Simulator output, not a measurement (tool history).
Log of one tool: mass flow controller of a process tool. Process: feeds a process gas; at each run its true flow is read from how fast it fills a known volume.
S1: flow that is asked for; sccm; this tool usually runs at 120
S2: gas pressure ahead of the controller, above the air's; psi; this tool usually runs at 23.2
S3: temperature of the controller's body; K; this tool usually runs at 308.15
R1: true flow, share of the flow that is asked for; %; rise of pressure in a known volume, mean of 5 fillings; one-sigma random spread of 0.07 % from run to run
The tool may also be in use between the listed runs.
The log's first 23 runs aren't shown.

run      day   S1    S2      S3     R1
      81.367  -- controller's zero set anew, once more
 24   83.717   25  33.5  308.15  97.75
 25   88.233   25  33.5  308.15  97.80
 26   90.612   25  33.5  308.15  97.84
 27   94.912  142  23.2  304.15  98.24
 28   98.321   22  32.1  303.15  97.80
 29  102.321   22  32.1  303.15  97.80
 30  107.362   27  26.5  297.15  97.81
 31  110.525   42  23.2  306.15  97.36
 32  114.000   42  23.2  306.15  97.42
 33  117.604  168  23.2  308.15  98.28
 34  121.892  168  23.2  308.15  98.27
 35  125.496  120  34.4  298.15  98.77
 36  130.700  120  34.4  298.15  98.84
 37  135.521  119  29.7  294.15  98.68
 38  140.142  120  24.5  294.15  98.54
 39  143.467  199  23.2  294.15  98.91
 40  145.633  199  23.2  294.15  98.85

What if the next run were any one of these 3? Each begins from the tool's condition after run 40:
  A  149.567   33  25.1  308.15   ?
  B  149.567   22  39.7  301.15   ?
  C  149.567  180  26.3  297.15   ?

run     R1
  A  97.52
  B  98.52
  C  98.80
Take away the tool's hidden state, keep each run's random variation, and the runs would have read:
run     R1
  A  98.05
  B  98.85
  C  99.63
